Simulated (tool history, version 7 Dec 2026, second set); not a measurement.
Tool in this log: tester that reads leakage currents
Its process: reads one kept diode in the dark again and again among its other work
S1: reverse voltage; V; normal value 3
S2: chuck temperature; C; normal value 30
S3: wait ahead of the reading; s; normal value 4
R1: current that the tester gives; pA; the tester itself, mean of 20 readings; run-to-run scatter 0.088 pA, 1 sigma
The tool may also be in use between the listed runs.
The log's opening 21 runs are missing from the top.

run,day,S1,S2,S3,R1
22,184.996,3,30,2.81,22.96
23,191.742,3,46,3.35,92.58
24,198.767,1.63,35,0.3,27.3
25,206.221,1.63,35,0.3,26.73
26,214.288,13.75,29,4.69,42.18
# day 217.521: chuck's temperature calibrated
27,219.488,13.75,29,4.69,50.75
28,231.117,18.48,30,4,63.98
29,238.508,18.48,30,4,65.29
30,245.467,3,30,1.43,24.96
31,254.646,3,30,1.43,24.55
32,264.262,3,30,1.43,24.33
# day 271.6: chuck's temperature calibrated
33,271.6,3,30,1.43,28.83
34,281.946,16.69,30,0.96,74.24

Forecast run 35:
35,291.258,3,23,4,?

R1: 16.38 pA
Without the tool's hidden state the same run would have given R1 12.43 pA.

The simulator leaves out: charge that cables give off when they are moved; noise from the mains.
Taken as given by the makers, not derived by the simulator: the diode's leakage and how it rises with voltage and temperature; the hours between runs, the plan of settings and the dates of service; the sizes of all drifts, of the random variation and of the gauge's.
